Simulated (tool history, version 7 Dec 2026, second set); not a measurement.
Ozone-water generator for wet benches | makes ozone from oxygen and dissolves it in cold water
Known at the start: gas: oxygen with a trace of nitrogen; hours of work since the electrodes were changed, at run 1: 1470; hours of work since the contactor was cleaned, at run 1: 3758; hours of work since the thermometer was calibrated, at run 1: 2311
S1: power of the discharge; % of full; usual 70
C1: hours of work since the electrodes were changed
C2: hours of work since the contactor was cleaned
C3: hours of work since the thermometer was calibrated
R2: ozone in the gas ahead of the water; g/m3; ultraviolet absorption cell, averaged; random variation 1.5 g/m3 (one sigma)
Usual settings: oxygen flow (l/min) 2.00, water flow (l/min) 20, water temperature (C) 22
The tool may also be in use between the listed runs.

run 1 day=0.000 | S1=70 oxygen_flow_(l/min)=2.00 water_flow_(l/min)=20 water_temperature_(C)=22 | C1=1470 C2=3758 C3=2311 | dissolved_ozone_(ppm)=15.2 R2=268.5
run 2 day=3.300 | S1=70 oxygen_flow_(l/min)=2.00 water_flow_(l/min)=20 water_temperature_(C)=22 | C1=1518 C2=3806 C3=2359 | dissolved_ozone_(ppm)=15.3 R2=269.0
run 3 day=6.604 | S1=70 oxygen_flow_(l/min)=2.00 water_flow_(l/min)=20 water_temperature_(C)=22 | C1=1565 C2=3854 C3=2407 | dissolved_ozone_(ppm)=15.2 R2=267.1
run 4 day=9.362 | S1=70 oxygen_flow_(l/min)=1.20 water_flow_(l/min)=20 water_temperature_(C)=22 | C1=1605 C2=3894 C3=2446 | dissolved_ozone_(ppm)=12.6 R2=328.0
run 5 day=12.671 | S1=70 oxygen_flow_(l/min)=1.50 water_flow_(l/min)=20 water_temperature_(C)=22 | C1=1653 C2=3941 C3=2494 | dissolved_ozone_(ppm)=13.8 R2=297.7
run 6 day=16.721 | S1=70 oxygen_flow_(l/min)=2.00 water_flow_(l/min)=20 water_temperature_(C)=22 | C1=1712 C2=4000 C3=2553 | dissolved_ozone_(ppm)=15.5 R2=270.1
run 7 day=21.196 | S1=70 oxygen_flow_(l/min)=2.00 water_flow_(l/min)=20 water_temperature_(C)=22 | C1=1776 C2=4065 C3=2617 | dissolved_ozone_(ppm)=15.2 R2=267.8
run 8 day=25.467 | S1=70 oxygen_flow_(l/min)=2.00 water_flow_(l/min)=16 water_temperature_(C)=22 | C1=1838 C2=4126 C3=2679 | dissolved_ozone_(ppm)=19.0 R2=267.0
run 9 day=30.888 | S1=70 oxygen_flow_(l/min)=3.54 water_flow_(l/min)=20 water_temperature_(C)=22 | C1=1916 C2=4205 C3=2757 | dissolved_ozone_(ppm)=17.9 R2=212.9
run 10 day=33.696 | S1=70 oxygen_flow_(l/min)=1.47 water_flow_(l/min)=20 water_temperature_(C)=22 | C1=1957 C2=4245 C3=2798 | dissolved_ozone_(ppm)=13.4 R2=302.5
run 11 day=36.446 | S1=70 oxygen_flow_(l/min)=1.47 water_flow_(l/min)=20 water_temperature_(C)=22 | C1=1997 C2=4285 C3=2838 | dissolved_ozone_(ppm)=13.5 R2=301.6
-- day=37.117 contactor cleaned
run 12 day=41.571 | S1=70 oxygen_flow_(l/min)=1.47 water_flow_(l/min)=20 water_temperature_(C)=22 | C1=2068 C2=64 C3=2909 | dissolved_ozone_(ppm)=13.8 R2=301.6

Forecast run 13:
run 13 day=45.450 | S1=70 oxygen_flow_(l/min)=3.30 water_flow_(l/min)=20 water_temperature_(C)=20 | C1=2124 C2=120 C3=2965 | dissolved_ozone_(ppm)=? R2=?

Run 13 gave dissolved ozone (ppm) 18.1, R2 218.1 g/m3.
Without the tool's hidden state the same run would have given dissolved ozone (ppm) 19.1, R2 229.3 g/m3.

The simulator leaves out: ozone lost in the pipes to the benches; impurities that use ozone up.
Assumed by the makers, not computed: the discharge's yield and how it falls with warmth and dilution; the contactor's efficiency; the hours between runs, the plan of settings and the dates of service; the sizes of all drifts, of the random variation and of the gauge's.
